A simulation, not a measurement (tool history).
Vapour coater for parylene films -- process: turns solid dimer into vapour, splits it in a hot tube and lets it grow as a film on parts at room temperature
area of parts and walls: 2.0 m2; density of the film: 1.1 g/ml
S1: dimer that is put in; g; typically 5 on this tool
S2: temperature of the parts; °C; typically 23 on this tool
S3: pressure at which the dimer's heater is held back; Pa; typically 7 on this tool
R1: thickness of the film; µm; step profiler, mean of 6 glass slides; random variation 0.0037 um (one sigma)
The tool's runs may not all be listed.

{"run": 1, "hour": 0.0, "S1": 5, "S2": 23, "S3": 7, "R1": 1.396}
{"run": 2, "hour": 49.0, "S1": 5, "S2": 23, "S3": 7, "R1": 1.4}
{"run": 3, "hour": 102.1, "S1": 5, "S2": 23, "S3": 7, "R1": 1.397}
{"run": 4, "hour": 150.3, "S1": 5, "S2": 24, "S3": 7, "R1": 1.359}
{"run": 5, "hour": 212.0, "S1": 5, "S2": 24, "S3": 7, "R1": 1.359}
{"hour": 231.9, "done": "trap's valve overhauled"}
{"run": 6, "hour": 262.3, "S1": 5, "S2": 23, "S3": 7, "R1": 1.394}
{"run": 7, "hour": 303.0, "S1": 5, "S2": 23, "S3": 7, "R1": 1.395}
{"run": 8, "hour": 330.7, "S1": 5, "S2": 23, "S3": 7, "R1": 1.389}
{"run": 9, "hour": 365.2, "S1": 5, "S2": 23, "S3": 7, "R1": 1.39}
{"run": 10, "hour": 399.1, "S1": 5, "S2": 23, "S3": 7, "R1": 1.388}
{"run": 11, "hour": 434.4, "S1": 6, "S2": 23, "S3": 7, "R1": 1.669}
{"run": 12, "hour": 469.3, "S1": 6, "S2": 23, "S3": 7, "R1": 1.665}
{"run": 13, "hour": 506.0, "S1": 5, "S2": 23, "S3": 8.68, "R1": 1.358}
{"run": 14, "hour": 565.3, "S1": 5, "S2": 23, "S3": 7, "R1": 1.382}
{"run": 15, "hour": 609.3, "S1": 5, "S2": 23, "S3": 7, "R1": 1.384}
{"run": 16, "hour": 636.3, "S1": 3, "S2": 34, "S3": 5.21, "R1": 0.634}
{"run": 17, "hour": 664.0, "S1": 5, "S2": 23, "S3": 2.29, "R1": 1.554}
{"run": 18, "hour": 706.2, "S1": 5, "S2": 23, "S3": 2.29, "R1": 1.546}
{"run": 19, "hour": 754.7, "S1": 5, "S2": 23, "S3": 2.29, "R1": 1.547}
{"run": 20, "hour": 808.5, "S1": 4, "S2": 19, "S3": 11.9, "R1": 1.169}
{"run": 21, "hour": 840.8, "S1": 3, "S2": 17, "S3": 11.9, "R1": 0.923}
{"hour": 886.7, "done": "trap's valve overhauled"}
{"run": 22, "hour": 891.6, "S1": 3, "S2": 17, "S3": 11.9, "R1": 0.924}
{"run": 23, "hour": 935.1, "S1": 3, "S2": 34, "S3": 11.9, "R1": 0.582}
{"run": 24, "hour": 980.0, "S1": 5, "S2": 23, "S3": 7.04, "R1": 1.381}
{"hour": 983.6, "done": "gauge calibrated"}
{"run": 25, "hour": 1021.4, "S1": 3, "S2": 23, "S3": 8.52, "R1": 0.827}
{"run": 26, "hour": 1086.5, "S1": 3, "S2": 23, "S3": 2.4, "R1": 0.932}
{"run": 27, "hour": 1128.9, "S1": 5, "S2": 20, "S3": 8.74, "R1": 1.484}

Each row is a separate what-if for the run after 27, all from the same tool condition, not one after another. Results?
{"run": "A", "hour": 1180.0, "S1": 3, "S2": 20, "S3": 7.58, "R1": "?"}
{"run": "B", "hour": 1180.0, "S1": 3, "S2": 17, "S3": 5.95, "R1": "?"}
{"run": "C", "hour": 1180.0, "S1": 6, "S2": 20, "S3": 8.74, "R1": "?"}
{"run": "D", "hour": 1180.0, "S1": 6, "S2": 23, "S3": 7, "R1": "?"}

run=A R1=0.898
run=B R1=1.003
run=C R1=1.778
run=D R1=1.667
Take away the tool's hidden state, keep each run's random variation, and the runs would have read:
run=A R1=0.901
run=B R1=1.006
run=C R1=1.784
run=D R1=1.672

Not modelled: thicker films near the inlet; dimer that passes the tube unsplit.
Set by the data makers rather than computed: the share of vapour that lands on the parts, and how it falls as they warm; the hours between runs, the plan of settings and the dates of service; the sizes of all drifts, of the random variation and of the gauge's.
